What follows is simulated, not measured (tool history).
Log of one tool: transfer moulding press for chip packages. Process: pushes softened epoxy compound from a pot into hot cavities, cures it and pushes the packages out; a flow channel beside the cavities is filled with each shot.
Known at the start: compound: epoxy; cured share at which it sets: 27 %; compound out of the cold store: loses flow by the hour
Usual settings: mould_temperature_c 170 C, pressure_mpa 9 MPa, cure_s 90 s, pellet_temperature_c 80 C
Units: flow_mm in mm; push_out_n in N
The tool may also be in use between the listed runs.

run,hour,mould_temperature_c,pressure_mpa,cure_s,pellet_temperature_c,incoming compound's hours out of the cold store,flow_mm,push_out_n
1,0,170,9,90,80,37.2,630,315
2,17.1,170,9.2,90,80,13.1,721,343
3,40.7,170,9.2,90,80,31,657,327
4,84.2,170,9.2,76,80,16.7,707,446
5,119,170,9.2,76,80,13.3,722,469
6,156.1,170,9.2,76,80,30.6,657,433
7,182,170,9.2,76,80,14.4,727,461
8,225.5,170,9,90,80,29.4,645,330
9,260.9,170,9,90,81,43.9,604,328
10,283.4,170,9,90,80,11.9,721,336
11,314.3,175,9,90,80,18.8,685,289
12,332.9,170,9,90,80,35.8,630,327
13,365.1,170,9,90,80,27.4,666,329
14,408.7,175,9,125,80,41,606,269
15,429.7,170,9,90,86,35.5,633,326
16,449.9,170,9,90,86,16.8,702,330
17,469.7,175,10.68,95,76,38.1,660,274
18,502,175,10.68,95,76,36.7,663,289
19,530.8,170,8.82,95,76,46.9,587,303
20,562.2,170,9,90,89,14.5,714,343
21,590,166,7.93,106,89,26.8,631,326
22,628.2,170,10.39,90,80,16.4,753,345
23,665.6,170,8.45,85,80,41.6,588,350
24,700.1,170,8.38,90,80,11.3,692,345
25,742.3,170,8.38,90,80,43.3,575,322
26,783.3,165,9.34,83,80,9.3,770,563

Not shown: 17 entries that the log had between the listed runs. Between which runs, and how does the tool's hidden state differ before and after?
Between runs 3 and 4: cavities cleaned with cleaning compound and waxed (hour 55.1); mould's thermocouples calibrated (hour 80.7)
  true mould temperature over the reading, C: 0.01 -> 0; pressure that reaches the compound, % of what is set: 99.96 -> 99.95; grip of the stained cavities, % over clean ones': 0.5 -> 0.4
Between runs 4 and 5: cavities cleaned with cleaning compound and waxed (hour 113.5)
  pressure that reaches the compound, % of what is set: 99.95 -> 99.93; grip of the stained cavities, % over clean ones': 0.4 -> 0.1
Between runs 6 and 7: cavities cleaned with cleaning compound and waxed (hour 169.6)
  pressure that reaches the compound, % of what is set: 99.91 -> 99.9; grip of the stained cavities, % over clean ones': 0.6 -> 0.2
Between runs 7 and 8: cavities cleaned with cleaning compound and waxed (hour 225.5)
  pressure that reaches the compound, % of what is set: 99.9 -> 99.88; grip of the stained cavities, % over clean ones': 0.2 -> 0
Between runs 8 and 9: plunger's sealing rings changed (hour 254.2)
  pressure that reaches the compound, % of what is set: 99.88 -> 100; grip of the stained cavities, % over clean ones': 0 -> 0.5
Between runs 9 and 10: cavities cleaned with cleaning compound and waxed (hour 283.4)
  pressure that reaches the compound, % of what is set: 100 -> 99.99; grip of the stained cavities, % over clean ones': 0.5 -> 0
Between runs 12 and 13: cavities cleaned with cleaning compound and waxed (hour 339.4)
  pressure that reaches the compound, % of what is set: 99.96 -> 99.95; grip of the stained cavities, % over clean ones': 0.6 -> 0.4
Between runs 13 and 14: cavities cleaned with cleaning compound and waxed (hour 394.7)
  pressure that reaches the compound, % of what is set: 99.95 -> 99.93; grip of the stained cavities, % over clean ones': 0.4 -> 0.2
Between runs 15 and 16: cavities cleaned with cleaning compound and waxed (hour 449.9)
  pressure that reaches the compound, % of what is set: 99.92 -> 99.91; grip of the stained cavities, % over clean ones': 0.5 -> 0
Between runs 18 and 19: cavities cleaned with cleaning compound and waxed (hour 506)
  pressure that reaches the compound, % of what is set: 99.88 -> 99.87; grip of the stained cavities, % over clean ones': 0.7 -> 0.4
Between runs 19 and 20: mould's thermocouples calibrated (hour 538.3); plunger's sealing rings changed (hour 543.1)
  true mould temperature over the reading, C: 0.01 -> 0; pressure that reaches the compound, % of what is set: 99.87 -> 99.99; grip of the stained cavities, % over clean ones': 0.4 -> 0.7
Between runs 20 and 21: cavities cleaned with cleaning compound and waxed (hour 566.2)
  pressure that reaches the compound, % of what is set: 99.99 -> 99.97; grip of the stained cavities, % over clean ones': 0.7 -> 0.4
Between runs 21 and 22: cavities cleaned with cleaning compound and waxed (hour 620.9)
  pressure that reaches the compound, % of what is set: 99.97 -> 99.96; grip of the stained cavities, % over clean ones': 0.4 -> 0.1
Between runs 23 and 24: cavities cleaned with cleaning compound and waxed (hour 675.7)
  pressure that reaches the compound, % of what is set: 99.94 -> 99.92; grip of the stained cavities, % over clean ones': 0.6 -> 0.4
Between runs 24 and 25: cavities cleaned with cleaning compound and waxed (hour 732.4)
  pressure that reaches the compound, % of what is set: 99.92 -> 99.9; grip of the stained cavities, % over clean ones': 0.4 -> 0.2

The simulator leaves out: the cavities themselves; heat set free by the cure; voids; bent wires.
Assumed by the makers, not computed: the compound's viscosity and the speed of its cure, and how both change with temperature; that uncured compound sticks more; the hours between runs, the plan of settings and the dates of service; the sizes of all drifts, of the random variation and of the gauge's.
